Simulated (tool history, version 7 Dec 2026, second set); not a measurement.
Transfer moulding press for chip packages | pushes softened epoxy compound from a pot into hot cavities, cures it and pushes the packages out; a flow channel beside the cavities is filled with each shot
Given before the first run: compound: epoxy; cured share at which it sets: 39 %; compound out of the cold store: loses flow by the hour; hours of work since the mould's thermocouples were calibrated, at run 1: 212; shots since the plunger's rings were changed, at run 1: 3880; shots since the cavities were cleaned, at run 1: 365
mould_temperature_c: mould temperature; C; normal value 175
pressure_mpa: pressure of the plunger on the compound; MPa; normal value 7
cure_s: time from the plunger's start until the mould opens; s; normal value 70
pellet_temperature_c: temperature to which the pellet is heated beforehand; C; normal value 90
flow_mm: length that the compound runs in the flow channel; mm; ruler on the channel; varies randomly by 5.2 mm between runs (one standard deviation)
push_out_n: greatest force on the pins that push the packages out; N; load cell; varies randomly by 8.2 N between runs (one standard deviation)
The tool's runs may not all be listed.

run	hour	mould_temperature_c	pressure_mpa	cure_s	pellet_temperature_c	hours of work since the mould's thermocouples were calibrated	shots since the plunger's rings were changed	shots since the cavities were cleaned	incoming compound's hours out of the cold store	flow_mm	push_out_n
1	0	175	7	70	90	212	3880	365	20.7	536	347
2	4.8	175	7	70	90	214	3936	421	43.7	493	341
3	9.8	175	7	70	90	217	3994	479	29.8	517	348
4	14.5	175	7	70	90	219	4049	534	8.8	576	381
5	23.4	175	7	70	90	223	4151	636	15.2	545	353
6	34.1	175	7	61	90	228	4276	761	10.7	575	517
7	40	175	7	61	90	231	4343	828	39.6	502	443
8	49.3	175	7	70	90	235	4452	937	24.6	529	354
9	60.2	175	7	88	90	240	4578	1063	37.6	501	267
# hour 63.8: cavities cleaned with cleaning compound and waxed
10	68.3	178	7	70	90	243	4654	52	40.1	496	298
11	79.4	175	7	90	90	248	4782	180	10.9	565	260
12	84	175	7	90	90	250	4836	234	43.3	499	255
13	94.8	175	7	90	90	255	4961	359	40.6	496	257
14	103.7	175	7.99	70	90	259	5064	462	31.3	551	349
15	114.1	175	7.99	70	90	264	5185	583	19.7	583	352
16	120.8	175	7.99	70	90	267	5263	661	34.7	541	355
17	127	176	8.04	86	91	270	5334	732	19.5	577	269
# hour 131.2: plunger's sealing rings changed
18	138.9	176	8.04	86	91	274	89	841	38.3	545	252
19	144.5	176	8.04	86	91	277	154	906	37.4	529	253
20	152.7	176	8.04	86	91	281	249	1001	16.9	587	255

The next listed run, before its measurement:
# hour 162.2: cavities cleaned with cleaning compound and waxed
21	165.8	176	8.04	69	84	286	383	42	26.7	?	?

Run 21 yielded flow_mm 565 mm, push_out_n 342 N.
If the tool had no hidden condition, the same run with the same run-to-run variation would have returned flow_mm 565 mm, push_out_n 341 N.
